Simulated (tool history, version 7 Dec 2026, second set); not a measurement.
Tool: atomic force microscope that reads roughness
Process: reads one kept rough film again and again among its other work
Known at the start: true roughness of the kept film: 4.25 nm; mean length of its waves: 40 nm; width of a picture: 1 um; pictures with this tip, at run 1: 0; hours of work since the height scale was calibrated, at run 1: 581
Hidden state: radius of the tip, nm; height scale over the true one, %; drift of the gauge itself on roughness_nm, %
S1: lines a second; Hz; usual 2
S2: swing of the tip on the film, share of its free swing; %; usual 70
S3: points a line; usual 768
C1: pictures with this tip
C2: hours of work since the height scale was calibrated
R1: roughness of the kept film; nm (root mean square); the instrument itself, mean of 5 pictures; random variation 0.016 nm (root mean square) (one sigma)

{"run": 1, "hour": 0.0, "S1": 2, "S2": 70, "S3": 768, "C1": 0, "C2": 581, "R1": 3.887}
{"run": 2, "hour": 32.1, "S1": 2, "S2": 89, "S3": 768, "C1": 36, "C2": 597, "R1": 3.648}
{"run": 3, "hour": 81.3, "S1": 2, "S2": 89, "S3": 768, "C1": 91, "C2": 621, "R1": 3.631}
{"run": 4, "hour": 137.4, "S1": 2, "S2": 89, "S3": 768, "C1": 153, "C2": 649, "R1": 3.655}
{"run": 5, "hour": 189.7, "S1": 2, "S2": 89, "S3": 768, "C1": 211, "C2": 675, "R1": 3.614}
{"run": 6, "hour": 254.0, "S1": 2, "S2": 89, "S3": 768, "C1": 283, "C2": 706, "R1": 3.618}
{"run": 7, "hour": 317.7, "S1": 2, "S2": 89, "S3": 768, "C1": 354, "C2": 738, "R1": 3.632}
{"hour": 345.6, "done": "new tip fitted"}
{"run": 8, "hour": 382.8, "S1": 2, "S2": 89, "S3": 768, "C1": 42, "C2": 769, "R1": 3.652}
{"run": 9, "hour": 450.4, "S1": 3.41, "S2": 70, "S3": 768, "C1": 117, "C2": 803, "R1": 3.782}
{"run": 10, "hour": 516.8, "S1": 3.41, "S2": 70, "S3": 768, "C1": 190, "C2": 835, "R1": 3.743}
{"run": 11, "hour": 553.3, "S1": 3.41, "S2": 70, "S3": 768, "C1": 231, "C2": 853, "R1": 3.759}
{"run": 12, "hour": 605.8, "S1": 3.41, "S2": 70, "S3": 768, "C1": 290, "C2": 879, "R1": 3.761}
{"run": 13, "hour": 661.3, "S1": 3.41, "S2": 70, "S3": 768, "C1": 351, "C2": 906, "R1": 3.77}
{"hour": 692.2, "done": "new tip fitted"}
{"run": 14, "hour": 725.6, "S1": 3.41, "S2": 70, "S3": 768, "C1": 37, "C2": 938, "R1": 3.768}
{"run": 15, "hour": 786.7, "S1": 1.83, "S2": 70, "S3": 768, "C1": 105, "C2": 968, "R1": 3.899}
{"run": 16, "hour": 829.6, "S1": 1.83, "S2": 70, "S3": 768, "C1": 153, "C2": 989, "R1": 3.9}
{"run": 17, "hour": 871.8, "S1": 1.83, "S2": 70, "S3": 768, "C1": 200, "C2": 1010, "R1": 3.869}
{"run": 18, "hour": 912.5, "S1": 1.83, "S2": 70, "S3": 768, "C1": 245, "C2": 1030, "R1": 3.854}
{"run": 19, "hour": 977.5, "S1": 1.83, "S2": 70, "S3": 768, "C1": 317, "C2": 1062, "R1": 3.909}
{"run": 20, "hour": 1022.4, "S1": 1.83, "S2": 70, "S3": 768, "C1": 367, "C2": 1084, "R1": 3.879}
{"hour": 1035.7, "done": "new tip fitted"}
{"run": 21, "hour": 1055.8, "S1": 0.56, "S2": 62, "S3": 387, "C1": 23, "C2": 1100, "R1": 4}
{"run": 22, "hour": 1124.9, "S1": 1.81, "S2": 79, "S3": 299, "C1": 100, "C2": 1134, "R1": 3.79}
{"run": 23, "hour": 1186.6, "S1": 1.73, "S2": 56, "S3": 768, "C1": 168, "C2": 1165, "R1": 3.971}
{"run": 24, "hour": 1215.9, "S1": 3.24, "S2": 60, "S3": 781, "C1": 201, "C2": 1179, "R1": 3.926}
{"run": 25, "hour": 1287.8, "S1": 3.24, "S2": 60, "S3": 781, "C1": 281, "C2": 1214, "R1": 3.872}
{"run": 26, "hour": 1333.2, "S1": 3.24, "S2": 60, "S3": 781, "C1": 331, "C2": 1237, "R1": 3.88}
{"hour": 1381.3, "done": "new tip fitted"}
{"run": 27, "hour": 1386.0, "S1": 1.84, "S2": 64, "S3": 781, "C1": 5, "C2": 1263, "R1": 3.909}
{"run": 28, "hour": 1451.2, "S1": 1.58, "S2": 79, "S3": 574, "C1": 78, "C2": 1295, "R1": 3.814}
{"run": 29, "hour": 1494.7, "S1": 3.63, "S2": 70, "S3": 768, "C1": 126, "C2": 1316, "R1": 3.728}
{"run": 30, "hour": 1552.8, "S1": 0.51, "S2": 67, "S3": 268, "C1": 191, "C2": 1345, "R1": 3.945}
{"run": 31, "hour": 1611.9, "S1": 2, "S2": 70, "S3": 599, "C1": 256, "C2": 1374, "R1": 3.884}
{"run": 32, "hour": 1673.5, "S1": 2, "S2": 70, "S3": 599, "C1": 325, "C2": 1404, "R1": 3.864}
{"run": 33, "hour": 1720.0, "S1": 1.61, "S2": 76, "S3": 822, "C1": 377, "C2": 1427, "R1": 3.837}
{"hour": 1726.0, "done": "new tip fitted"}
{"run": 34, "hour": 1750.6, "S1": 1.54, "S2": 71, "S3": 349, "C1": 27, "C2": 1442, "R1": 3.911}
{"run": 35, "hour": 1807.3, "S1": 1.99, "S2": 71, "S3": 768, "C1": 90, "C2": 1470, "R1": 3.865}
{"run": 36, "hour": 1869.2, "S1": 1.99, "S2": 71, "S3": 768, "C1": 159, "C2": 1500, "R1": 3.882}
{"run": 37, "hour": 1903.5, "S1": 3.22, "S2": 73, "S3": 698, "C1": 197, "C2": 1517, "R1": 3.734}
{"run": 38, "hour": 1952.3, "S1": 3.22, "S2": 67, "S3": 698, "C1": 251, "C2": 1541, "R1": 3.796}
{"run": 39, "hour": 2016.9, "S1": 3.22, "S2": 67, "S3": 698, "C1": 323, "C2": 1573, "R1": 3.818}
{"run": 40, "hour": 2055.3, "S1": 1.67, "S2": 68, "S3": 296, "C1": 366, "C2": 1592, "R1": 3.873}

3 ways to go on from here, each from the tool as it stands after run 40. What would each give?
{"hour": 2075.4, "done": "new tip fitted"}
{"run": "A", "hour": 2099.9, "S1": 2, "S2": 74, "S3": 412, "C1": 27, "C2": 1614, "R1": "?"}
{"hour": 2075.4, "done": "new tip fitted"}
{"run": "B", "hour": 2099.9, "S1": 2.23, "S2": 68, "S3": 296, "C1": 27, "C2": 1614, "R1": "?"}
{"hour": 2075.4, "done": "new tip fitted"}
{"run": "C", "hour": 2099.9, "S1": 2.44, "S2": 81, "S3": 541, "C1": 27, "C2": 1614, "R1": "?"}

run=A R1=3.823
run=B R1=3.821
run=C R1=3.659
Without the tool's hidden state the same runs would have given:
run=A R1=3.825
run=B R1=3.823
run=C R1=3.661
